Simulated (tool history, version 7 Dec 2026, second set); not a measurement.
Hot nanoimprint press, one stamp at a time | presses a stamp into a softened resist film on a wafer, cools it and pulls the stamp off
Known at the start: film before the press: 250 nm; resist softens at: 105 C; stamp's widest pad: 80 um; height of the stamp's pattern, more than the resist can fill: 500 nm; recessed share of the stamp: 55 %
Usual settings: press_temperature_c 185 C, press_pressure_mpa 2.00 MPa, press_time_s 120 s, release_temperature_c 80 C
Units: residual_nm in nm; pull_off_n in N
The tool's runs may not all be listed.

Run 1, hour 0.0: usual settings. Result: residual_nm 122.7 nm, pull_off_n 197 N.
Run 2, hour 27.6: usual settings. Result: residual_nm 122.1 nm, pull_off_n 198 N.
Run 3, hour 52.1: usual settings but press_temperature_c 186 C. Result: residual_nm 118.8 nm, pull_off_n 198 N.
Run 4, hour 95.5: usual settings. Result: residual_nm 123.3 nm, pull_off_n 199 N.
Run 5, hour 140.7: usual settings but press_temperature_c 184 C. Result: residual_nm 127.5 nm, pull_off_n 200 N.
Run 6, hour 172.5: usual settings. Result: residual_nm 122.4 nm, pull_off_n 196 N.
Run 7, hour 193.2: usual settings. Result: residual_nm 123.1 nm, pull_off_n 202 N.
Run 8, hour 230.7: usual settings. Result: residual_nm 124.3 nm, pull_off_n 195 N.
Run 9, hour 269.2: usual settings. Result: residual_nm 123.9 nm, pull_off_n 203 N.
At hour 284.8: stamp cleaned and given a new release coat.
Run 10, hour 316.2: usual settings. Result: residual_nm 122.5 nm, pull_off_n 196 N.
Run 11, hour 348.7: usual settings. Result: residual_nm 123.4 nm, pull_off_n 198 N.
Run 12, hour 393.2: usual settings. Result: residual_nm 124.7 nm, pull_off_n 189 N.
Run 13, hour 435.8: usual settings. Result: residual_nm 122.5 nm, pull_off_n 195 N.
Run 14, hour 478.6: usual settings. Result: residual_nm 122.0 nm, pull_off_n 195 N.
Run 15, hour 514.5: usual settings but press_temperature_c 193 C, press_pressure_mpa 1.28 MPa. Result: residual_nm 117.3 nm, pull_off_n 194 N.
Run 16, hour 553.2: usual settings but press_temperature_c 186 C, press_time_s 78 s. Result: residual_nm 137.3 nm, pull_off_n 199 N.
Run 17, hour 581.5: usual settings but press_temperature_c 193 C, press_pressure_mpa 3.02 MPa, press_time_s 64 s, release_temperature_c 67 C. Result: residual_nm 95.2 nm, pull_off_n 249 N.
Run 18, hour 622.9: usual settings but press_temperature_c 175 C, press_time_s 107 s. Result: residual_nm 173.0 nm, pull_off_n 200 N.
Run 19, hour 655.9: usual settings but press_temperature_c 175 C, press_time_s 107 s. Result: residual_nm 173.6 nm, pull_off_n 196 N.
Run 20, hour 696.0: usual settings but press_temperature_c 190 C, press_time_s 107 s. Result: residual_nm 109.0 nm, pull_off_n 198 N.
Run 21, hour 740.8: usual settings but press_temperature_c 188 C, press_time_s 107 s, release_temperature_c 81 C. Result: residual_nm 115.5 nm, pull_off_n 196 N.
At hour 773.0: stamp cleaned and given a new release coat.
Run 22, hour 790.8: usual settings but press_temperature_c 194 C, press_time_s 107 s, release_temperature_c 81 C. Result: residual_nm 96.4 nm, pull_off_n 194 N.

Forecast each of these 3 alternatives for the next run:
Run A, hour 828.4: usual settings but press_temperature_c 192 C, press_time_s 196 s, release_temperature_c 68 C. Result: residual_nm ?, pull_off_n ?.
Run B, hour 828.4: usual settings but press_temperature_c 195 C, press_time_s 107 s, release_temperature_c 81 C. Result: residual_nm ?, pull_off_n ?.
Run C, hour 828.4: usual settings but release_temperature_c 78 C. Result: residual_nm ?, pull_off_n ?.

run  residual_nm  pull_off_n
  A         80.3         236
  B         93.3         190
  C        123.9         209
Without the tool's hidden state the same runs would have given:
run  residual_nm  pull_off_n
  A         80.4         236
  B         93.4         190
  C        124.0         209

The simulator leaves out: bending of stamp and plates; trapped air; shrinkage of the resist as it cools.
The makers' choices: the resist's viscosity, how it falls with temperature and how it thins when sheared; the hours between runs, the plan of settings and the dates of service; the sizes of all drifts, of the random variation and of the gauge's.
